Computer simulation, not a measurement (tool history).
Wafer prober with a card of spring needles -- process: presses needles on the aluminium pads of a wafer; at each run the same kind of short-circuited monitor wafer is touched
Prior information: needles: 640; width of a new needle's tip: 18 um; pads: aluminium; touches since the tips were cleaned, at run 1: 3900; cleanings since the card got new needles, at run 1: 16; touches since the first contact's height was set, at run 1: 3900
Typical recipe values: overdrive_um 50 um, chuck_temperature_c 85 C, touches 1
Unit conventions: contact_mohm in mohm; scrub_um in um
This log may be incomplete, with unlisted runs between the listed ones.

run	hour	overdrive_um	chuck_temperature_c	touches	touches since the tips were cleaned	cleanings since the card got new needles	touches since the first contact's height was set	contact_mohm	scrub_um
1	0.0	50	85	1	3900	16	3900	285	7.12
# hour 1.6: tips cleaned on abrasive film
2	9.9	56	85	1	3723	17	8301	280	7.95
# hour 12.1: tips cleaned on abrasive film
3	20.9	56	85	1	3964	18	13242	279	7.98
# hour 22.5: tips cleaned on abrasive film
4	30.9	56	85	1	3803	19	17691	277	7.99
# hour 32.5: tips cleaned on abrasive film
# hour 42.6: tips cleaned on abrasive film
5	44.7	50	85	1	955	21	23834	286	7.12
# hour 52.9: tips cleaned on abrasive film
6	55.0	50	85	1	943	22	28403	288	7.14
# hour 63.0: tips cleaned on abrasive film
7	64.3	37	100	3	564	23	32544	301	5.29
# hour 73.2: tips cleaned on abrasive film
8	77.2	50	38	1	1808	24	38348	266	7.12
# hour 83.4: tips cleaned on abrasive film
9	88.2	50	36	3	2185	25	43238	264	7.10
# hour 93.5: tips cleaned on abrasive film
10	98.7	50	36	3	2342	26	47913	264	7.12
# hour 104.3: tips cleaned on abrasive film
11	110.3	50	36	3	2721	27	53128	270	7.11
# hour 114.8: tips cleaned on abrasive film
# hour 125.5: tips cleaned on abrasive film
12	126.1	50	36	3	257	29	60127	268	7.14

Predict each of these 4 candidate next runs independently; none follows another, all start after run 12:
# hour 135.9: tips cleaned on abrasive film
A	142.1	50	82	2	2795	30	67306	?	?
# hour 135.9: tips cleaned on abrasive film
B	142.1	65	105	3	2795	30	67306	?	?
# hour 135.9: tips cleaned on abrasive film
C	142.1	67	85	1	2795	30	67306	?	?
# hour 135.9: tips cleaned on abrasive film
D	142.1	50	85	2	2795	30	67306	?	?

run	contact_mohm	scrub_um
A	280	7.12
B	283	9.26
C	270	9.56
D	283	7.13
The same runs, with their run-to-run variation unchanged, on a tool lacking any hidden condition would have given:
run	contact_mohm	scrub_um
A	280	7.12
B	283	9.26
C	270	9.56
D	282	7.13

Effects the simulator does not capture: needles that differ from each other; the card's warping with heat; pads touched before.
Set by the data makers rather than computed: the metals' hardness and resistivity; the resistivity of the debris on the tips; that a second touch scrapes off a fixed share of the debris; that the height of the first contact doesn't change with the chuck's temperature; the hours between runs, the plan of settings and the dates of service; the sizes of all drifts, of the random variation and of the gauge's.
